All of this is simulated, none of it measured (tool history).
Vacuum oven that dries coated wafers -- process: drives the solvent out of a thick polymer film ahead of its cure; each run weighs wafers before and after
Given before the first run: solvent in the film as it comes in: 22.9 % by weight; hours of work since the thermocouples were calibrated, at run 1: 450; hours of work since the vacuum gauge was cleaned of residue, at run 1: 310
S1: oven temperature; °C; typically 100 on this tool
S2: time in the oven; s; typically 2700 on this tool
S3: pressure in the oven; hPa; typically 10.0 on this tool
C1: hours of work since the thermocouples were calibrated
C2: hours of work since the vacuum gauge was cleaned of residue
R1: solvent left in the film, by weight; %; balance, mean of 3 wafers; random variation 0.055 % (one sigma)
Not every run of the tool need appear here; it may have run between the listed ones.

Run 1, hour 0.0: usual settings; C1 450; C2 310. Result: R1 2.26 %.
Run 2, hour 92.2: usual settings but S3 29.7 hPa; C1 514; C2 374. Result: R1 3.91 %.
Run 3, hour 208.1: usual settings but S3 29.7 hPa; C1 594; C2 454. Result: R1 3.95 %.
At hour 277.9: oven's thermocouples calibrated.
Run 4, hour 300.0: usual settings but S2 2040 s, S3 29.7 hPa; C1 15; C2 516. Result: R1 4.97 %.
Run 5, hour 408.4: usual settings but S2 2040 s, S3 29.7 hPa; C1 91; C2 592. Result: R1 5.08 %.
Run 6, hour 513.0: usual settings but S2 2040 s, S3 29.7 hPa; C1 163; C2 664. Result: R1 5.08 %.
Run 7, hour 627.7: usual settings but S2 2040 s, S3 29.7 hPa; C1 243; C2 744. Result: R1 4.93 %.
Run 8, hour 723.4: usual settings but S1 89 °C, S2 2040 s, S3 29.7 hPa; C1 309; C2 810. Result: R1 8.17 %.
Run 9, hour 830.5: usual settings but S1 89 °C, S2 2040 s, S3 29.7 hPa; C1 383; C2 884. Result: R1 8.45 %.
Run 10, hour 899.4: usual settings but S1 89 °C, S2 2460 s, S3 29.7 hPa; C1 431; C2 932. Result: R1 7.24 %.
Run 11, hour 964.7: usual settings but S1 86 °C; C1 476; C2 978. Result: R1 5.23 %.
Run 12, hour 1071.2: usual settings but S1 86 °C; C1 550; C2 1051. Result: R1 5.36 %.
Run 13, hour 1158.0: usual settings but S1 109 °C, S2 2100 s, S3 13.9 hPa; C1 611; C2 1112. Result: R1 2.03 %.
At hour 1204.2: oven's thermocouples calibrated.
Run 14, hour 1233.5: usual settings but S1 109 °C, S2 2100 s, S3 13.9 hPa; C1 20; C2 1163. Result: R1 1.92 %.
Run 15, hour 1343.0: usual settings but S1 92 °C, S2 1800 s, S3 11.3 hPa; C1 96; C2 1239. Result: R1 6.18 %.
Run 16, hour 1437.5: usual settings but S1 105 °C, S2 4140 s, S3 8.4 hPa; C1 162; C2 1304. Result: R1 0.84 %.
Run 17, hour 1485.8: usual settings but S1 105 °C, S2 4140 s, S3 8.4 hPa; C1 195; C2 1338. Result: R1 0.79 %.
Run 18, hour 1550.4: usual settings but S1 109 °C, S2 1620 s, S3 8.4 hPa; C1 240; C2 1382. Result: R1 2.58 %.
Run 19, hour 1659.6: usual settings but S1 86 °C, S2 4020 s, S3 19.1 hPa; C1 316; C2 1458. Result: R1 4.63 %.

Predict the results of run 20:
Run 20, hour 1740.2: usual settings but S1 112 °C, S2 1620 s, S3 27.2 hPa; C1 372; C2 1514. Result: R1 ?.

{"run 20": {"R1": 3.13}}
Take away the tool's hidden state, keep the run-to-run variation as it was, and the same run would have given R1 3.12 %.
